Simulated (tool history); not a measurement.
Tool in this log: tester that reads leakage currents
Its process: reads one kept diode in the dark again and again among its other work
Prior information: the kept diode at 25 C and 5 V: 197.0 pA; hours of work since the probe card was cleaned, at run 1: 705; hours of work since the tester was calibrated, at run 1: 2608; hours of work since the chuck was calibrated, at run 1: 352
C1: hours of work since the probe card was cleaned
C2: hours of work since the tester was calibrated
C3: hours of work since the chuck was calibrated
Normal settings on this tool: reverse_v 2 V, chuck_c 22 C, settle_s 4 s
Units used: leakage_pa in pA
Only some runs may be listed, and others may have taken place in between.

run 1 day=0 | reverse_v=2 chuck_c=22 settle_s=4 | C1=705 C2=2608 C3=352 | leakage_pa=109.05
run 2 day=3.292 | reverse_v=2 chuck_c=22 settle_s=4 | C1=748 C2=2651 C3=395 | leakage_pa=109.23
run 3 day=7.625 | reverse_v=2 chuck_c=34 settle_s=4 | C1=805 C2=2707 C3=452 | leakage_pa=261.8
run 4 day=11.7 | reverse_v=2 chuck_c=34 settle_s=4 | C1=858 C2=2760 C3=505 | leakage_pa=261.63
run 5 day=19.471 | reverse_v=2 chuck_c=34 settle_s=4 | C1=959 C2=2861 C3=606 | leakage_pa=261.84
-- day=20.55 tester calibrated
run 6 day=26.238 | reverse_v=2 chuck_c=34 settle_s=4 | C1=1046 C2=74 C3=693 | leakage_pa=261.14
run 7 day=33.825 | reverse_v=2 chuck_c=34 settle_s=4 | C1=1145 C2=173 C3=792 | leakage_pa=261.46
-- day=36.958 probe card cleaned and baked
run 8 day=40.758 | reverse_v=2 chuck_c=34 settle_s=4 | C1=50 C2=261 C3=880 | leakage_pa=261.57
run 9 day=48.004 | reverse_v=2 chuck_c=22 settle_s=0.6 | C1=144 C2=356 C3=974 | leakage_pa=110.78
run 10 day=55.775 | reverse_v=2 chuck_c=22 settle_s=0.6 | C1=245 C2=457 C3=1076 | leakage_pa=110.26
run 11 day=59.888 | reverse_v=11.21 chuck_c=22 settle_s=0.6 | C1=298 C2=510 C3=1129 | leakage_pa=219.46
run 12 day=64.121 | reverse_v=11.21 chuck_c=22 settle_s=0.6 | C1=354 C2=565 C3=1184 | leakage_pa=219.76
-- day=69.017 chuck's temperature calibrated
run 13 day=70.175 | reverse_v=2 chuck_c=22 settle_s=4 | C1=431 C2=643 C3=15 | leakage_pa=109.49
run 14 day=76.929 | reverse_v=2 chuck_c=22 settle_s=4 | C1=519 C2=731 C3=103 | leakage_pa=109.38
run 15 day=83.512 | reverse_v=2 chuck_c=22 settle_s=0.61 | C1=605 C2=817 C3=189 | leakage_pa=110.69
run 16 day=88.55 | reverse_v=2 chuck_c=22 settle_s=0.61 | C1=670 C2=882 C3=254 | leakage_pa=111.12
run 17 day=95.879 | reverse_v=2 chuck_c=22 settle_s=7.23 | C1=766 C2=978 C3=350 | leakage_pa=109.7
run 18 day=100.892 | reverse_v=2 chuck_c=22 settle_s=7.23 | C1=831 C2=1043 C3=415 | leakage_pa=109.77
run 19 day=104.529 | reverse_v=2 chuck_c=22 settle_s=7.23 | C1=878 C2=1090 C3=462 | leakage_pa=109.69
run 20 day=108.904 | reverse_v=1.97 chuck_c=22 settle_s=4 | C1=935 C2=1147 C3=519 | leakage_pa=109.13
run 21 day=112.921 | reverse_v=1.97 chuck_c=22 settle_s=4 | C1=988 C2=1199 C3=571 | leakage_pa=109.51
run 22 day=116.529 | reverse_v=1.45 chuck_c=22 settle_s=3.13 | C1=1034 C2=1246 C3=618 | leakage_pa=96.78
run 23 day=121.342 | reverse_v=1.18 chuck_c=36 settle_s=9 | C1=1097 C2=1309 C3=681 | leakage_pa=242.81
-- day=128.067 probe card cleaned and baked
run 24 day=128.067 | reverse_v=5.94 chuck_c=55 settle_s=9.82 | C1=0 C2=1395 C3=767 | leakage_pa=1583.66
run 25 day=133.117 | reverse_v=5.94 chuck_c=60 settle_s=0.5 | C1=66 C2=1461 C3=833 | leakage_pa=2138.88
run 26 day=139.758 | reverse_v=5.94 chuck_c=60 settle_s=0.5 | C1=152 C2=1547 C3=919 | leakage_pa=2123.61
run 27 day=143.171 | reverse_v=7.32 chuck_c=33 settle_s=1.16 | C1=197 C2=1592 C3=963 | leakage_pa=410.12
run 28 day=147.092 | reverse_v=7.32 chuck_c=33 settle_s=1.16 | C1=248 C2=1643 C3=1014 | leakage_pa=411.21
run 29 day=154.492 | reverse_v=9.01 chuck_c=33 settle_s=1.16 | C1=344 C2=1739 C3=1111 | leakage_pa=446.32
run 30 day=157.917 | reverse_v=16.76 chuck_c=49 settle_s=4 | C1=388 C2=1783 C3=1155 | leakage_pa=1644.26
-- day=165.517 chuck's temperature calibrated
run 31 day=165.688 | reverse_v=13.88 chuck_c=38 settle_s=4 | C1=488 C2=1883 C3=2 | leakage_pa=742.8
run 32 day=172.579 | reverse_v=2 chuck_c=42 settle_s=1.54 | C1=578 C2=1973 C3=92 | leakage_pa=449.71
run 33 day=179.717 | reverse_v=1.69 chuck_c=28 settle_s=3.74 | C1=671 C2=2066 C3=185 | leakage_pa=159.62
run 34 day=184.971 | reverse_v=1.69 chuck_c=28 settle_s=3.74 | C1=739 C2=2134 C3=253 | leakage_pa=160.34
run 35 day=191.283 | reverse_v=1.69 chuck_c=28 settle_s=3.74 | C1=822 C2=2217 C3=335 | leakage_pa=160.45
run 36 day=194.704 | reverse_v=1.69 chuck_c=28 settle_s=6.8 | C1=866 C2=2261 C3=380 | leakage_pa=159.73
run 37 day=202.408 | reverse_v=1.69 chuck_c=28 settle_s=6.8 | C1=966 C2=2361 C3=480 | leakage_pa=160.29
run 38 day=208.458 | reverse_v=1.69 chuck_c=28 settle_s=6.8 | C1=1045 C2=2440 C3=559 | leakage_pa=159.35
run 39 day=212.775 | reverse_v=1.69 chuck_c=28 settle_s=6.8 | C1=1101 C2=2496 C3=615 | leakage_pa=159.59

Describe how what the log doesn't record of the tool's condition differs between the last listed run preceding each entry between runs and the first listed run following it.
From run 5 to run 6: tester calibrated (day 20.55)
  current scale over the true one, %: -0.02 -> 0
  the result without the hidden state subtracted from the measured one, leakage_pa: +0.08 -> +0.14 pA
From run 7 to run 8: probe card cleaned and baked (day 36.958)
  stray current of the dirty probe card, pA a volt: 0.024 -> 0.02
  the result without the hidden state subtracted from the measured one, leakage_pa: +0.15 -> +0.16 pA
From run 12 to run 13: chuck's temperature calibrated (day 69.017)
  stray current of the dirty probe card, pA a volt: 0.021 -> 0.022; true chuck temperature over the reading, C: 0.01 -> 0
  the result without the hidden state subtracted from the measured one, leakage_pa: +0.21 -> -0.01 pA
From run 23 to run 24: probe card cleaned and baked (day 128.067)
  stray current of the dirty probe card, pA a volt: 0.024 -> 0.02
  the result without the hidden state subtracted from the measured one, leakage_pa: +0.1 -> +0.59 pA
From run 30 to run 31: chuck's temperature calibrated (day 165.517)
  true chuck temperature over the reading, C: 0.01 -> 0
  the result without the hidden state subtracted from the measured one, leakage_pa: +1.06 -> -0.02 pA
